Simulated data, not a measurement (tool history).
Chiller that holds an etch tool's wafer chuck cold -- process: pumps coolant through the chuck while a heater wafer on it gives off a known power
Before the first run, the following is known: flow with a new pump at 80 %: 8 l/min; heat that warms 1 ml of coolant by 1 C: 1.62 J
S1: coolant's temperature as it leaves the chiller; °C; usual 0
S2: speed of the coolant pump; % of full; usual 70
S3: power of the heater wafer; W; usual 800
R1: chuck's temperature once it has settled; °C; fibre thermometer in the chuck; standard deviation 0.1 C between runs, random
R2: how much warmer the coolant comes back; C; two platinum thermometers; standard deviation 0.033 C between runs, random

{"run": 1, "hour": 0.0, "S1": 0, "S2": 70, "S3": 800, "R1": 13.1, "R2": 4.6}
{"run": 2, "hour": 179.0, "S1": 0, "S2": 70, "S3": 800, "R1": 13.2, "R2": 4.61}
{"run": 3, "hour": 275.9, "S1": 0, "S2": 70, "S3": 800, "R1": 13, "R2": 4.61}
{"run": 4, "hour": 368.0, "S1": 0, "S2": 81, "S3": 800, "R1": 12.1, "R2": 3.96}
{"run": 5, "hour": 534.1, "S1": 0, "S2": 87, "S3": 800, "R1": 11.6, "R2": 3.7}
{"run": 6, "hour": 657.9, "S1": 0, "S2": 87, "S3": 800, "R1": 11.9, "R2": 3.7}
{"run": 7, "hour": 864.7, "S1": 0, "S2": 87, "S3": 800, "R1": 11.6, "R2": 3.74}
{"run": 8, "hour": 1068.4, "S1": 0, "S2": 87, "S3": 520, "R1": 7.8, "R2": 2.49}
{"hour": 1088.7, "done": "coolant changed, channels flushed"}
{"run": 9, "hour": 1237.9, "S1": 0, "S2": 87, "S3": 520, "R1": 7.3, "R2": 2.45}
{"hour": 1253.1, "done": "coolant pump overhauled"}
{"run": 10, "hour": 1361.2, "S1": 0, "S2": 62, "S3": 800, "R1": 13.6, "R2": 5.28}
{"run": 11, "hour": 1547.3, "S1": -4, "S2": 99, "S3": 873, "R1": 7.4, "R2": 3.66}
{"run": 12, "hour": 1642.4, "S1": -4, "S2": 99, "S3": 873, "R1": 7.3, "R2": 3.73}
{"run": 13, "hour": 1847.6, "S1": 1, "S2": 70, "S3": 901, "R1": 15.5, "R2": 5.29}
{"run": 14, "hour": 1989.0, "S1": 7, "S2": 78, "S3": 1187, "R1": 25, "R2": 6.37}
{"hour": 2038.6, "done": "chiller's thermometer calibrated"}
{"run": 15, "hour": 2088.7, "S1": -1, "S2": 70, "S3": 800, "R1": 11.9, "R2": 4.79}
{"run": 16, "hour": 2286.0, "S1": 0, "S2": 80, "S3": 771, "R1": 11.3, "R2": 4.04}
{"hour": 2352.6, "done": "coolant pump overhauled, once more"}
{"run": 17, "hour": 2469.4, "S1": 0, "S2": 70, "S3": 1086, "R1": 16.2, "R2": 5.72}
{"run": 18, "hour": 2612.5, "S1": 5, "S2": 75, "S3": 418, "R1": 11.1, "R2": 2.03}
{"run": 19, "hour": 2722.7, "S1": -9, "S2": 71, "S3": 966, "R1": 5.3, "R2": 5.01}
{"run": 20, "hour": 2881.1, "S1": 3, "S2": 92, "S3": 785, "R1": 13.1, "R2": 3.17}

Predict each of these 3 candidate next runs independently; none follows another, all start after run 20:
{"run": "A", "hour": 3039.9, "S1": 3, "S2": 97, "S3": 785, "R1": "?", "R2": "?"}
{"run": "B", "hour": 3039.9, "S1": 0, "S2": 69, "S3": 1012, "R1": "?", "R2": "?"}
{"run": "C", "hour": 3039.9, "S1": 9, "S2": 85, "S3": 1035, "R1": "?", "R2": "?"}

run=A R1=12.8 R2=3.02
run=B R1=15.4 R2=5.44
run=C R1=23 R2=4.49
With no hidden state in the tool, these same runs would have given:
run=A R1=12.4 R2=3
run=B R1=14.9 R2=5.41
run=C R1=22.5 R2=4.46
